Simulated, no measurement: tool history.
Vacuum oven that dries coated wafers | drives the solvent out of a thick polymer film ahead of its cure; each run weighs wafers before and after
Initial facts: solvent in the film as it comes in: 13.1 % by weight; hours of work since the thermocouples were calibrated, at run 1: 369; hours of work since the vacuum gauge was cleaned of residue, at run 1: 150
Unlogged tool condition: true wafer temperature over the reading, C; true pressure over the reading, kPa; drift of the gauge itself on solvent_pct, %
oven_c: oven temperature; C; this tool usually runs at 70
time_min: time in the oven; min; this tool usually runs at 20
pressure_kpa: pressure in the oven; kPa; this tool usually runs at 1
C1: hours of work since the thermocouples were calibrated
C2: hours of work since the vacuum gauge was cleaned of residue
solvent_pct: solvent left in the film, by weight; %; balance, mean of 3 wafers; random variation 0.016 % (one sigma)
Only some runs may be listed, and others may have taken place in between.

run 1 hour=0 | oven_c=70 time_min=20 pressure_kpa=1 | C1=369 C2=150 | solvent_pct=1.09
run 2 hour=41.5 | oven_c=66 time_min=20 pressure_kpa=1 | C1=397 C2=178 | solvent_pct=1.74
run 3 hour=73.5 | oven_c=66 time_min=20 pressure_kpa=1 | C1=418 C2=199 | solvent_pct=1.77
run 4 hour=131.6 | oven_c=66 time_min=27 pressure_kpa=1 | C1=456 C2=237 | solvent_pct=1.07
run 5 hour=179 | oven_c=66 time_min=27 pressure_kpa=1 | C1=487 C2=268 | solvent_pct=1.07
run 6 hour=226 | oven_c=70 time_min=20 pressure_kpa=1 | C1=518 C2=299 | solvent_pct=1.1
run 7 hour=258.8 | oven_c=70 time_min=20 pressure_kpa=1 | C1=540 C2=321 | solvent_pct=1.14
run 8 hour=310.8 | oven_c=70 time_min=20 pressure_kpa=1 | C1=574 C2=355 | solvent_pct=1.1
run 9 hour=368.7 | oven_c=70 time_min=20 pressure_kpa=1 | C1=612 C2=393 | solvent_pct=1.13
run 10 hour=423.8 | oven_c=70 time_min=33 pressure_kpa=1 | C1=648 C2=429 | solvent_pct=0.5
run 11 hour=482.2 | oven_c=70 time_min=33 pressure_kpa=1 | C1=687 C2=468 | solvent_pct=0.46
run 12 hour=509 | oven_c=70 time_min=33 pressure_kpa=1 | C1=705 C2=486 | solvent_pct=0.46
run 13 hour=568 | oven_c=70 time_min=33 pressure_kpa=1 | C1=743 C2=524 | solvent_pct=0.49
run 14 hour=598.9 | oven_c=70 time_min=33 pressure_kpa=1 | C1=764 C2=545 | solvent_pct=0.48
run 15 hour=638.2 | oven_c=70 time_min=33 pressure_kpa=1 | C1=790 C2=571 | solvent_pct=0.51
run 16 hour=690 | oven_c=70 time_min=20 pressure_kpa=0.75 | C1=824 C2=605 | solvent_pct=1.07
run 17 hour=750.8 | oven_c=69 time_min=20 pressure_kpa=0.75 | C1=864 C2=645 | solvent_pct=1.26
run 18 hour=793.9 | oven_c=69 time_min=20 pressure_kpa=0.75 | C1=892 C2=673 | solvent_pct=1.29
run 19 hour=853.5 | oven_c=59 time_min=23 pressure_kpa=3.14 | C1=931 C2=713 | solvent_pct=3.91
run 20 hour=890.8 | oven_c=59 time_min=25 pressure_kpa=2.05 | C1=956 C2=737 | solvent_pct=3.25
-- hour=935.8 oven's thermocouples calibrated
run 21 hour=935.8 | oven_c=65 time_min=11 pressure_kpa=2.35 | C1=0 C2=765 | solvent_pct=4.31
run 22 hour=966.1 | oven_c=65 time_min=20 pressure_kpa=1 | C1=20 C2=785 | solvent_pct=1.9
run 23 hour=1026.8 | oven_c=62 time_min=20 pressure_kpa=0.57 | C1=60 C2=825 | solvent_pct=2.46
run 24 hour=1084.2 | oven_c=72 time_min=27 pressure_kpa=1.52 | C1=98 C2=863 | solvent_pct=0.62
run 25 hour=1116.4 | oven_c=69 time_min=20 pressure_kpa=3.36 | C1=119 C2=884 | solvent_pct=1.86
run 26 hour=1152.5 | oven_c=59 time_min=20 pressure_kpa=2.34 | C1=143 C2=908 | solvent_pct=3.87
run 27 hour=1204.8 | oven_c=59 time_min=20 pressure_kpa=2.34 | C1=177 C2=943 | solvent_pct=3.87
run 28 hour=1235.1 | oven_c=68 time_min=22 pressure_kpa=1.78 | C1=197 C2=963 | solvent_pct=1.39
run 29 hour=1261.3 | oven_c=70 time_min=33 pressure_kpa=1.82 | C1=214 C2=980 | solvent_pct=0.68
run 30 hour=1319.2 | oven_c=62 time_min=34 pressure_kpa=1.19 | C1=252 C2=1018 | solvent_pct=1.29
run 31 hour=1346.8 | oven_c=70 time_min=20 pressure_kpa=1.29 | C1=271 C2=1036 | solvent_pct=1.19
run 32 hour=1398.2 | oven_c=70 time_min=26 pressure_kpa=1 | C1=305 C2=1070 | solvent_pct=0.67

Across each entry between runs, compare the hidden state at the last listed run before it with the hidden state at the first listed run after it:
Runs 20 to 21: oven's thermocouples calibrated (hour 935.8)
  true wafer temperature over the reading, C: -1.04 -> 0; true pressure over the reading, kPa: 0.108 -> 0.112
  measured value less the no-hidden-state value, solvent_pct: +0.31 -> +0.02 %

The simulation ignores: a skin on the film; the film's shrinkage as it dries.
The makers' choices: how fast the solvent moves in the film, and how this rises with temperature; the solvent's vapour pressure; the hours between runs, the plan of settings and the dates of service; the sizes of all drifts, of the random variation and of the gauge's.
